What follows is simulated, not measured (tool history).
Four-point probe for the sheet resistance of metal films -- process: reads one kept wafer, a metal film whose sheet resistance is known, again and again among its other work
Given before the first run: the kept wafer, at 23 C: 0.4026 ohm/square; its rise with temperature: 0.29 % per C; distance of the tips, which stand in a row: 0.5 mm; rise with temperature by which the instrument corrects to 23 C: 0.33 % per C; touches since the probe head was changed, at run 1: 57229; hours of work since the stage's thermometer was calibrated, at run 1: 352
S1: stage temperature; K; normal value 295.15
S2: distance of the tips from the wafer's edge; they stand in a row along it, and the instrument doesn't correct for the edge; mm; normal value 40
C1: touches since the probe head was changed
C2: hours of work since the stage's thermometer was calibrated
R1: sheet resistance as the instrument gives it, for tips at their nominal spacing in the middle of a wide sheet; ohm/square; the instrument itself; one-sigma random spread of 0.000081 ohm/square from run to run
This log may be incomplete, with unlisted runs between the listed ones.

| run | hour | S1 | S2 | C1 | C2 | R1 |
|---|---|---|---|---|---|---|
| 1 | 0 | 295.15 | 40 | 57229 | 352 | 0.401968 |
| 2 | 19.4 | 295.15 | 40 | 58203 | 364 | 0.401903 |
| 3 | 53.6 | 295.15 | 40 | 59918 | 384 | 0.401747 |
| 4 | 72.8 | 295.15 | 40 | 60883 | 395 | 0.401664 |
| 5 | 94.7 | 295.15 | 40 | 61978 | 408 | 0.401744 |
| 6 | 129.3 | 295.15 | 40 | 63712 | 428 | 0.401447 |
| 7 | 165.3 | 295.15 | 40 | 65519 | 449 | 0.401244 |
| 8 | 183.9 | 295.15 | 40 | 66452 | 460 | 0.401402 |
| 9 | 205.6 | 295.15 | 5 | 67545 | 472 | 0.403298 |
| 10 | 240.2 | 295.15 | 40 | 69277 | 493 | 0.400982 |
|  | 242.4 | stage's thermometer calibrated |
| 11 | 268.5 | 303.15 | 40 | 70671 | 15 | 0.399422 |

Estimate the outcome of run 12 from the log above:
| 12 | 287.5 | 303.15 | 40 | 71624 | 26 | ? |

{"run 12": {"R1": 0.399213}}
Minus the tool's unlogged condition, the same run would have read R1 0.401316 ohm/square.
